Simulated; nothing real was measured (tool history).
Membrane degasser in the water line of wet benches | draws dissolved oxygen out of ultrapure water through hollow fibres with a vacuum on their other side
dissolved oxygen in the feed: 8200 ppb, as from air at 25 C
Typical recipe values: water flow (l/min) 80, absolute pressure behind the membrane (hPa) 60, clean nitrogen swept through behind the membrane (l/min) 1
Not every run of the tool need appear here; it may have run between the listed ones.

run    hour  water flow (l/min)  absolute pressure behind the membrane (hPa)  clean nitrogen swept through behind the membrane (l/min)  dissolved oxygen in the water behind the degasser (ppb)  pressure that the water loses in the fibres (hPa)
  1       0                  80                                           60                                                         1                                                    412.5                                              571.4
  2    52.9                  80                                           60                                                         1                                                    410.7                                              567.6
  3   123.6                  80                                           60                                                         1                                                    414.6                                              572.3
  4   189.6                  80                                           60                                                         1                                                    410.6                                              575.8
  5   258.8                  80                                           60                                                         1                                                    411.8                                                573
  6   294.4                  80                                          141                                                         1                                                   1325.5                                              575.8
  7     349                  80                                           60                                                      2.66                                                      219                                              571.5
  8     413                  80                                           60                                                      2.66                                                    220.7                                              573.9
  9   473.4                  80                                           60                                                      2.66                                                      218                                              572.2
      479.1  -- vacuum gauge calibrated
 10   536.9                  80                                           60                                                      2.66                                                    222.3                                              574.5
      592.2  -- vacuum gauge calibrated, once more
 11   606.6                  80                                           60                                                      1.26                                                    351.8                                              576.5
 12     637                 100                                           60                                                         1                                                    495.7                                                720
 13   673.5                  57                                           60                                                         1                                                    300.9                                              410.3
 14   713.4                  80                                           60                                                         1                                                    399.1                                              576.9
 15   783.3                  80                                           60                                                         1                                                    402.8                                                576
 16   822.9                  80                                           60                                                         1                                                    400.7                                              577.1
 17   880.8                  57                                         40.4                                                      0.55                                                    144.2                                                408
 18   919.2                  65                                        125.3                                                         1                                                   1009.6                                              466.6
 19   953.8                  80                                         38.3                                                      2.69                                                     81.5                                              574.3
 20  1005.1                  80                                           94                                                      2.22                                                    478.5                                              579.6
 21  1066.4                  80                                           94                                                      2.22                                                    474.7                                              579.3
 22  1134.4                  53                                        112.7                                                      0.93                                                      798                                                382
 23    1200                  53                                        112.7                                                      2.05                                                    437.1                                              384.4
 24    1254                  93                                        119.4                                                      0.44                                                   1818.1                                              671.5
 25  1310.2                  71                                         98.5                                                      0.93                                                    819.3                                              507.4
 26    1378                 118                                         36.3                                                      1.46                                                    199.4                                              850.9
 27  1436.6                 118                                         49.8                                                      1.54                                                    361.2                                              846.9
 28  1495.9                 118                                         49.8                                                      1.54                                                    362.9                                              851.9
 29  1529.9                  88                                         49.8                                                      1.51                                                    247.1                                                633
 30  1571.6                  88                                         49.8                                                      1.51                                                    246.4                                              638.7
 31  1610.7                  88                                         49.8                                                       0.8                                                    344.7                                              638.2
 32    1676                  49                                         80.9                                                         1                                                    448.5                                              354.1

Measured less the same run without the tool's hidden state. The same run-to-run variation is in both; the gauge's scatter may not be:
What the log doesn't record here: membrane still open, %; true pressure behind the membrane over the reading, kPa; air that leaks in behind the membrane, l/min; drift of the gauge itself on oxygen_ppb, %; drift of the gauge itself on loss_of_pressure_kpa, %.
run  dissolved oxygen in the water behind the degasser (ppb)  pressure that the water loses in the fibres (hPa)
  1                                                    +12.6                                               +6.1
  2                                                    +12.7                                               +6.4
  3                                                    +13.1                                               +6.6
  4                                                    +13.2                                               +6.8
  5                                                    +13.5                                                 +7
  6                                                     +9.6                                               +7.2
  7                                                     +8.7                                               +7.3
  8                                                     +8.9                                               +7.6
  9                                                       +9                                               +7.8
 10                                                    +10.8                                               +8.1
 11                                                     +4.7                                               +8.3
 12                                                       +7                                              +10.4
 13                                                     +2.8                                               +6.1
 14                                                       +5                                               +8.6
 15                                                     +5.2                                               +8.8
 16                                                     +5.4                                                 +9
 17                                                     +4.5                                               +6.5
 18                                                     +2.7                                               +7.6
 19                                                     +5.2                                               +9.4
 20                                                     +5.5                                               +9.7
 21                                                     +5.7                                               +9.8
 22                                                     +2.8                                               +6.7
 23                                                     +3.6                                               +6.8
 24                                                     -0.5                                              +12.1
 25                                                     +4.4                                               +9.4
 26                                                    +15.2                                                +16
 27                                                    +14.4                                              +16.2
 28                                                    +14.8                                              +16.7
 29                                                     +9.3                                              +12.5
 30                                                     +9.4                                              +12.8
 31                                                    +10.9                                              +12.9
 32                                                     +4.3                                               +7.3

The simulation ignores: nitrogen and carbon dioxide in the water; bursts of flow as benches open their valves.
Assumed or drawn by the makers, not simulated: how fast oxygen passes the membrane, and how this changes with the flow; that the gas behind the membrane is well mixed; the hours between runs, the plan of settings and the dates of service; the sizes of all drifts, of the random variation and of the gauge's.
